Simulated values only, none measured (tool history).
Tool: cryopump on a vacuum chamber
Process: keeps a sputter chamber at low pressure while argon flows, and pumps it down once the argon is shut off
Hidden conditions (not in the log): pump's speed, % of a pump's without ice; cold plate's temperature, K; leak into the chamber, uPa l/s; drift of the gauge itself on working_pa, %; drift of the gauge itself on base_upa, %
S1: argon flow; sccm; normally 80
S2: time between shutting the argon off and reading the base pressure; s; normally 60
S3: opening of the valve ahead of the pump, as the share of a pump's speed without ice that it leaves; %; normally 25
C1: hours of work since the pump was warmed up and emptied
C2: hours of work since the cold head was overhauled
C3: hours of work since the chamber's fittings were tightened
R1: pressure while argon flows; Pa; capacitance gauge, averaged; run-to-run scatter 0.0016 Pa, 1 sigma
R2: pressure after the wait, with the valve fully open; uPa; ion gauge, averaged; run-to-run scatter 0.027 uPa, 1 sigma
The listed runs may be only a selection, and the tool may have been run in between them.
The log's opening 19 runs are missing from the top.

| run | day | S1 | S2 | S3 | C1 | C2 | C3 | R1 | R2 |
|---|---|---|---|---|---|---|---|---|---|
| 20 | 18.8 | 80 | 47 | 26 | 388 | 885 | 2571 | 0.3795 | 2.07 |
| 21 | 19.933 | 80 | 47 | 26 | 410 | 907 | 2593 | 0.3841 | 2.16 |
| 22 | 20.771 | 42 | 146 | 29 | 427 | 923 | 2609 | 0.1835 | 1.29 |
| 23 | 21.85 | 37 | 146 | 29 | 447 | 944 | 2630 | 0.1627 | 1.31 |
| 24 | 22.842 | 41 | 60 | 25 | 467 | 963 | 2650 | 0.2057 | 1.93 |
|  | 23.858 | pump warmed up, emptied and cooled again |
| 25 | 24.25 | 41 | 60 | 25 | 8 | 986 | 2673 | 0.1926 | 1.72 |
| 26 | 25.567 | 41 | 228 | 24 | 33 | 1012 | 2698 | 0.2027 | 1.04 |
| 27 | 26.679 | 66 | 60 | 19 | 55 | 1033 | 2720 | 0.4103 | 1.74 |
| 28 | 27.229 | 66 | 39 | 37 | 65 | 1044 | 2730 | 0.2129 | 2.2 |
| 29 | 28.138 | 66 | 39 | 37 | 83 | 1062 | 2748 | 0.2142 | 2.25 |
| 30 | 29.042 | 110 | 110 | 59 | 101 | 1079 | 2766 | 0.2257 | 1.29 |
|  | 29.371 | leaking fittings of the chamber tightened, without venting |
| 31 | 30.462 | 110 | 110 | 59 | 126 | 1105 | 21 | 0.2279 | 0.79 |
| 32 | 31.338 | 52 | 76 | 59 | 143 | 1122 | 38 | 0.1077 | 1.03 |
| 33 | 31.883 | 109 | 98 | 58 | 154 | 1133 | 49 | 0.2318 | 0.82 |
| 34 | 33.146 | 145 | 23 | 58 | 178 | 1157 | 73 | 0.3097 | 2.78 |

3 ways to go on from here, each from the tool as it stands after run 34. What would each give?
| A | 34.304 | 108 | 82 | 58 | 201 | 1180 | 96 | ? | ? |
| B | 34.304 | 82 | 100 | 37 | 201 | 1180 | 96 | ? | ? |
| C | 34.304 | 123 | 60 | 27 | 201 | 1180 | 96 | ? | ? |

| run | R1 | R2 |
|---|---|---|
| A | 0.2328 | 0.95 |
| B | 0.27 | 0.85 |
| C | 0.5503 | 1.27 |
Without the tool's unlogged condition, the same runs would have read:
| run | R1 | R2 |
|---|---|---|
| A | 0.219 | 0.89 |
| B | 0.2595 | 0.79 |
| C | 0.5346 | 1.21 |
